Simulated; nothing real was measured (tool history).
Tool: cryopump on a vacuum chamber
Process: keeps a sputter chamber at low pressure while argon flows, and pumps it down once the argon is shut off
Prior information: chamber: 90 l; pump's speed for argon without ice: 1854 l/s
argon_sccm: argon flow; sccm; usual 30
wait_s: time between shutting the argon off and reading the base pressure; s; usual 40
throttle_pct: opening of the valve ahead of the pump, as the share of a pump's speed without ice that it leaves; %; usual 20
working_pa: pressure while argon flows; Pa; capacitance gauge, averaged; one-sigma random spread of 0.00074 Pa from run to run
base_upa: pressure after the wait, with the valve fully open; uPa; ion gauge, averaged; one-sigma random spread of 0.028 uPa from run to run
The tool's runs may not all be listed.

{"run": 1, "hour": 0.0, "argon_sccm": 30, "wait_s": 40, "throttle_pct": 20, "working_pa": 0.1403, "base_upa": 1.52}
{"run": 2, "hour": 74.2, "argon_sccm": 30, "wait_s": 40, "throttle_pct": 50, "working_pa": 0.0574, "base_upa": 1.48}
{"run": 3, "hour": 121.1, "argon_sccm": 30, "wait_s": 40, "throttle_pct": 20, "working_pa": 0.1407, "base_upa": 1.55}
{"run": 4, "hour": 159.5, "argon_sccm": 30, "wait_s": 40, "throttle_pct": 20, "working_pa": 0.1418, "base_upa": 1.59}
{"run": 5, "hour": 209.3, "argon_sccm": 30, "wait_s": 152, "throttle_pct": 20, "working_pa": 0.1404, "base_upa": 0.71}
{"run": 6, "hour": 255.9, "argon_sccm": 30, "wait_s": 40, "throttle_pct": 20, "working_pa": 0.1421, "base_upa": 1.59}
{"run": 7, "hour": 297.1, "argon_sccm": 32, "wait_s": 40, "throttle_pct": 20, "working_pa": 0.1516, "base_upa": 1.56}
{"run": 8, "hour": 346.9, "argon_sccm": 32, "wait_s": 40, "throttle_pct": 20, "working_pa": 0.1511, "base_upa": 1.55}
{"run": 9, "hour": 395.6, "argon_sccm": 32, "wait_s": 40, "throttle_pct": 20, "working_pa": 0.1511, "base_upa": 1.63}
{"run": 10, "hour": 455.5, "argon_sccm": 60, "wait_s": 25, "throttle_pct": 20, "working_pa": 0.2862, "base_upa": 2.36}
{"run": 11, "hour": 513.4, "argon_sccm": 30, "wait_s": 40, "throttle_pct": 48, "working_pa": 0.064, "base_upa": 1.62}
{"hour": 522.2, "done": "leaking fittings of the chamber tightened, without venting"}
{"run": 12, "hour": 570.6, "argon_sccm": 42, "wait_s": 131, "throttle_pct": 32, "working_pa": 0.1296, "base_upa": 0.59}
{"run": 13, "hour": 640.8, "argon_sccm": 30, "wait_s": 184, "throttle_pct": 26, "working_pa": 0.1128, "base_upa": 0.48}
{"run": 14, "hour": 722.9, "argon_sccm": 23, "wait_s": 27, "throttle_pct": 29, "working_pa": 0.0789, "base_upa": 2.0}
{"run": 15, "hour": 789.9, "argon_sccm": 23, "wait_s": 27, "throttle_pct": 29, "working_pa": 0.0789, "base_upa": 2.02}
{"hour": 827.3, "done": "pump warmed up, emptied and cooled again"}
{"run": 16, "hour": 869.9, "argon_sccm": 40, "wait_s": 40, "throttle_pct": 20, "working_pa": 0.1841, "base_upa": 1.42}
{"run": 17, "hour": 912.8, "argon_sccm": 40, "wait_s": 40, "throttle_pct": 20, "working_pa": 0.1827, "base_upa": 1.36}

Pick out some run-to-run changes in working_pa. Of each, how much would a tool without hidden state show as well, from the settings, what came in and chance, and how much is left for the hidden state and any gauge scatter not in both results compared?
Hidden state present: pump's speed, % of a pump's without ice; cold plate's temperature, K; leak into the chamber, uPa l/s; drift of the gauge itself on working_pa, %; drift of the gauge itself on base_upa, %.
Run 9 -> 10: argon_sccm 32 -> 60, wait_s 40 -> 25. working_pa +0.1351 Pa: hidden state +0.0062, all else +0.1289.
Run 10 -> 11: argon_sccm 60 -> 30, wait_s 25 -> 40, throttle_pct 20 -> 48. working_pa -0.2222 Pa: hidden state -0.0056, all else -0.2166.
